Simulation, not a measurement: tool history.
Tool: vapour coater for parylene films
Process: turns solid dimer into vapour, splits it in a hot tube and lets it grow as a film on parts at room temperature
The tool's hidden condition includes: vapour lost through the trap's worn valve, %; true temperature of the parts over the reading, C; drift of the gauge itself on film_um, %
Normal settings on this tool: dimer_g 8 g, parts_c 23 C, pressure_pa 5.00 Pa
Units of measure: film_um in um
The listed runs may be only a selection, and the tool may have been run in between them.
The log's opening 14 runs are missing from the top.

| run | hour | dimer_g | parts_c | pressure_pa | hours of work since the trap's valve was overhauled | hours of work since the table's thermometer was calibrated | film_um |
|---|---|---|---|---|---|---|---|
| 15 | 455.3 | 8 | 15 | 5.00 | 173 | 192 | 2.32 |
| 16 | 493.8 | 8 | 23 | 5.00 | 205 | 224 | 1.80 |
|  | 518.0 | trap's valve overhauled |
| 17 | 542.0 | 8 | 23 | 5.00 | 20 | 261 | 1.80 |
| 18 | 562.5 | 8 | 23 | 5.00 | 37 | 278 | 1.82 |
| 19 | 605.2 | 7 | 28 | 6.12 | 72 | 313 | 1.33 |
| 20 | 626.0 | 7 | 28 | 6.12 | 89 | 330 | 1.37 |
| 21 | 652.5 | 6 | 22 | 3.15 | 111 | 352 | 1.47 |
| 22 | 696.4 | 8 | 23 | 2.34 | 148 | 389 | 2.05 |
| 23 | 741.9 | 8 | 23 | 2.34 | 185 | 426 | 1.92 |
|  | 791.0 | trap's valve overhauled |
| 24 | 791.0 | 4 | 24 | 3.77 | 0 | 464 | 0.91 |
| 25 | 833.9 | 8 | 20 | 4.63 | 36 | 499 | 2.01 |
| 26 | 875.4 | 5 | 29 | 4.63 | 70 | 533 | 0.96 |
| 27 | 898.0 | 3 | 30 | 5.00 | 89 | 552 | 0.56 |
| 28 | 935.9 | 4 | 30 | 5.00 | 120 | 583 | 0.72 |
| 29 | 983.6 | 10 | 28 | 5.00 | 159 | 623 | 1.92 |
| 30 | 1030.1 | 10 | 28 | 5.00 | 198 | 661 | 2.02 |
| 31 | 1056.6 | 8 | 18 | 7.70 | 220 | 683 | 2.01 |
|  | 1064.9 | trap's valve overhauled |
| 32 | 1099.8 | 5 | 16 | 10.15 | 29 | 716 | 1.29 |
| 33 | 1141.0 | 5 | 16 | 10.15 | 63 | 750 | 1.35 |
| 34 | 1172.5 | 5 | 35 | 4.54 | 89 | 776 | 0.84 |

3 options for the next run, each taken on its own from the tool as it stands now. Forecast them:
| A | 1217.1 | 5 | 35 | 4.54 | 126 | 813 | ? |
| B | 1217.1 | 6 | 26 | 4.43 | 126 | 813 | ? |
| C | 1217.1 | 5 | 18 | 2.48 | 126 | 813 | ? |

| run | film_um |
|---|---|
| A | 0.78 |
| B | 1.27 |
| C | 1.39 |
What these runs would have given with no unlogged condition in the tool:
| run | film_um |
|---|---|
| A | 0.78 |
| B | 1.27 |
| C | 1.40 |

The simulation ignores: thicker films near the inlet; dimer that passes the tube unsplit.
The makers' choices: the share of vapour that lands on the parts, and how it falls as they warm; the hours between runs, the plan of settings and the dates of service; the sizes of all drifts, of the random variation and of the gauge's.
